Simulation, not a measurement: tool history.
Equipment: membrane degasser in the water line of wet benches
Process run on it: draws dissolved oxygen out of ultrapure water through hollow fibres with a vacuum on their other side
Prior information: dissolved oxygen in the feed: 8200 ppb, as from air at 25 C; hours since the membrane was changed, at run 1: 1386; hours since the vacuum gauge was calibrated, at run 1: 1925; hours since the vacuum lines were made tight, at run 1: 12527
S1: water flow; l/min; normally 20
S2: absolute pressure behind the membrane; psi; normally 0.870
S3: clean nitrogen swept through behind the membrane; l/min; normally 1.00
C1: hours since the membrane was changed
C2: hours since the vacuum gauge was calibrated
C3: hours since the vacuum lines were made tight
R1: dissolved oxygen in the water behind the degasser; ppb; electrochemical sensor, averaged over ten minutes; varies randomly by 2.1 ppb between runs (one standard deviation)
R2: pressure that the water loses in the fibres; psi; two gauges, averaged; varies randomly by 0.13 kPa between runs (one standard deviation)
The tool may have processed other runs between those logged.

run    hour  S1     S2    S3    C1    C2     C3     R1     R2
  1     0.0  20  0.870  1.00  1386  1925  12527  201.0  4.097
  2    98.6  16  0.870  1.00  1485  2024  12626  133.1  3.246
  3   207.4  16  0.870  1.00  1594  2132  12735  135.4  3.275
  4   327.5  20  0.664  1.00  1714  2253  12855  144.8  4.089
      339.3  -- seals of the vacuum lines changed
  5   385.5  20  0.637  1.00  1770  2309     46  137.8  4.129
  6   461.2  20  0.637  1.00  1846  2384    122  138.6  4.107
  7   548.8  20  0.870  1.00  1933  2472    209  210.9  4.131
  8   601.0  20  0.870  1.00  1985  2524    262  207.9  4.123
  9   709.5  20  0.870  1.00  2094  2633    370  210.2  4.121
 10   764.0  20  0.870  1.00  2148  2687    425  203.2  4.113
 11   819.3  20  0.870  1.40  2204  2742    480  175.0  4.099
 12   893.1  20  0.870  1.40  2277  2816    554  174.4  4.150
 13  1001.8  20  0.870  1.40  2386  2925    663  175.3  4.123
 14  1117.8  20  0.870  1.40  2502  3041    778  176.4  4.123
 15  1241.9  20  0.870  2.91  2626  3165    903  130.9  4.194
 16  1330.4  17  0.870  1.00  2715  3254    991  149.2  3.520
     1380.3  -- vacuum gauge calibrated
 17  1441.0  17  0.870  1.00  2825    61   1101  147.9  3.545
 18  1525.6  15  0.551  0.97  2909   145   1186   47.9  3.118
 19  1588.9  15  0.551  0.97  2973   209   1249   47.5  3.117
 20  1668.5  31  0.965  2.01  3052   288   1329  445.2  6.422
 21  1771.3  30  0.529  2.35  3155   391   1431  317.0  6.224
 22  1877.6  20  0.870  0.72  3262   497   1538  246.1  4.168
 23  2000.2  20  0.798  0.50  3384   620   1660  257.9  4.145
 24  2116.8  20  0.798  0.50  3501   736   1777  260.9  4.186
 25  2202.8  26  0.599  0.83  3587   823   1863  263.9  5.455
 26  2275.4  26  0.599  0.83  3659   895   1936  260.5  5.432
 27  2370.9  26  1.128  0.83  3755   991   2031  482.3  5.439
 28  2480.3  15  0.687  0.83  3864  1100   2141   88.6  3.162
     2548.0  -- gauge calibrated
 29  2548.0  15  0.687  0.83  3932  1168   2208   87.2  3.057
 30  2655.9  15  0.687  0.83  4040  1276   2316   88.2  3.047
 31  2729.1  15  1.315  0.83  4113  1349   2389  258.2  3.065
 32  2820.5  19  2.006  1.22  4204  1440   2481  430.6  3.941
 33  2888.1  15  1.682  0.64  4272  1508   2548  438.6  3.073

Across each entry between runs, compare the hidden state at the last listed run before it with the hidden state at the first listed run after it:
Run 4 -> run 5: seals of the vacuum lines changed (hour 339.3)
  air that leaks in behind the membrane, l/min: 0.0025 -> 0.002; drift of the gauge itself on loss_of_pressure_kpa, %: 0.33 -> 0.39
  measured less the result without the state, R2: +0.015 -> +0.016 psi
Run 16 -> run 17: vacuum gauge calibrated (hour 1380.3)
  drift of the gauge itself on loss_of_pressure_kpa, %: 1.35 -> 1.46
  measured less the result without the state, R2: +0.048 -> +0.051 psi
Run 28 -> run 29: gauge calibrated (hour 2548.0)
  drift of the gauge itself on loss_of_pressure_kpa, %: 2.52 -> 0
  measured less the result without the state, R2: +0.078 -> +0.001 psi

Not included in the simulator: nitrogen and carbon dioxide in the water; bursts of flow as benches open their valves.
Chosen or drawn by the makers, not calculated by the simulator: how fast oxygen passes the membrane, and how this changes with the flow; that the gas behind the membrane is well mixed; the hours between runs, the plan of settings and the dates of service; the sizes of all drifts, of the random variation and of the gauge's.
